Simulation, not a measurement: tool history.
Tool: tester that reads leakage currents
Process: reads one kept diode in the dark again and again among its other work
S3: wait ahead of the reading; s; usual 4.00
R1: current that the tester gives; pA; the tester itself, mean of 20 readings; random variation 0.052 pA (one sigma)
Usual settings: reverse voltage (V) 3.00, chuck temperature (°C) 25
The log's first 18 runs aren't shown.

Run 19, hour 1369.5: usual settings but chuck temperature (°C) 34. Result: R1 14.12 pA.
Run 20, hour 1437.5: usual settings but S3 0.34 s. Result: R1 12.05 pA.
Run 21, hour 1541.2: usual settings but reverse voltage (V) 5.76, chuck temperature (°C) 35, S3 0.32 s. Result: R1 29.04 pA.
Run 22, hour 1621.8: usual settings but reverse voltage (V) 5.41, chuck temperature (°C) 29, S3 0.83 s. Result: R1 18.48 pA.
Run 23, hour 1733.7: usual settings but reverse voltage (V) 7.23, chuck temperature (°C) 50, S3 2.67 s. Result: R1 62.35 pA.
Run 24, hour 1859.5: usual settings but reverse voltage (V) 4.62, S3 0.87 s. Result: R1 14.38 pA.
Run 25, hour 1947.9: usual settings but reverse voltage (V) 4.62, S3 0.87 s. Result: R1 14.53 pA.
At hour 2028.1: probe card cleaned and baked.
Run 26, hour 2047.3: usual settings but reverse voltage (V) 3.31, chuck temperature (°C) 28, S3 9.74 s. Result: R1 5.90 pA.
Run 27, hour 2162.9: usual settings but chuck temperature (°C) 36, S3 3.26 s. Result: R1 11.44 pA.
Run 28, hour 2238.2: usual settings but chuck temperature (°C) 36, S3 3.26 s. Result: R1 11.45 pA.
Run 29, hour 2346.4: usual settings but chuck temperature (°C) 36, S3 0.77 s. Result: R1 12.68 pA.
Run 30, hour 2438.4: usual settings but reverse voltage (V) 3.02, chuck temperature (°C) 34, S3 9.15 s. Result: R1 9.50 pA.
Run 31, hour 2504.5: usual settings but reverse voltage (V) 3.02, chuck temperature (°C) 34, S3 9.15 s. Result: R1 9.63 pA.
Run 32, hour 2568.2: usual settings but reverse voltage (V) 17.12, chuck temperature (°C) 47, S3 0.66 s. Result: R1 68.58 pA.
Run 33, hour 2671.7: usual settings but reverse voltage (V) 17.03. Result: R1 13.28 pA.
Run 34, hour 2765.5: usual settings but reverse voltage (V) 17.03. Result: R1 13.58 pA.
At hour 2801.1: chuck's temperature calibrated.
Run 35, hour 2838.9: usual settings but reverse voltage (V) 10.47, chuck temperature (°C) 23, S3 0.55 s. Result: R1 15.84 pA.
Run 36, hour 2957.4: usual settings but reverse voltage (V) 10.32, chuck temperature (°C) 50, S3 0.31 s. Result: R1 75.71 pA.
Run 37, hour 3083.2: usual settings but reverse voltage (V) 10.32, chuck temperature (°C) 50, S3 0.31 s. Result: R1 76.10 pA.
Run 38, hour 3182.2: usual settings but reverse voltage (V) 10.32, chuck temperature (°C) 50, S3 0.31 s. Result: R1 75.89 pA.
Run 39, hour 3246.0: usual settings but reverse voltage (V) 3.11, S3 4.28 s. Result: R1 5.69 pA.
Run 40, hour 3341.7: usual settings but reverse voltage (V) 3.55, S3 0.33 s. Result: R1 10.08 pA.

Forecast each of these 4 alternatives for the next run:
Run A, hour 3401.7: usual settings but S3 0.44 s. Result: R1 ?.
Run B, hour 3401.7: usual settings but reverse voltage (V) 3.55, S3 4.44 s. Result: R1 ?.
Run C, hour 3401.7: usual settings but reverse voltage (V) 16.41, chuck temperature (°C) 43, S3 0.41 s. Result: R1 ?.
Run D, hour 3401.7: usual settings but reverse voltage (V) 2.59, S3 0.33 s. Result: R1 ?.

run     R1
  A   8.08
  B   6.26
  C  62.74
  D   8.09
Without the tool's hidden state the same runs would have given:
run     R1
  A   6.96
  B   4.97
  C  56.57
  D   7.12

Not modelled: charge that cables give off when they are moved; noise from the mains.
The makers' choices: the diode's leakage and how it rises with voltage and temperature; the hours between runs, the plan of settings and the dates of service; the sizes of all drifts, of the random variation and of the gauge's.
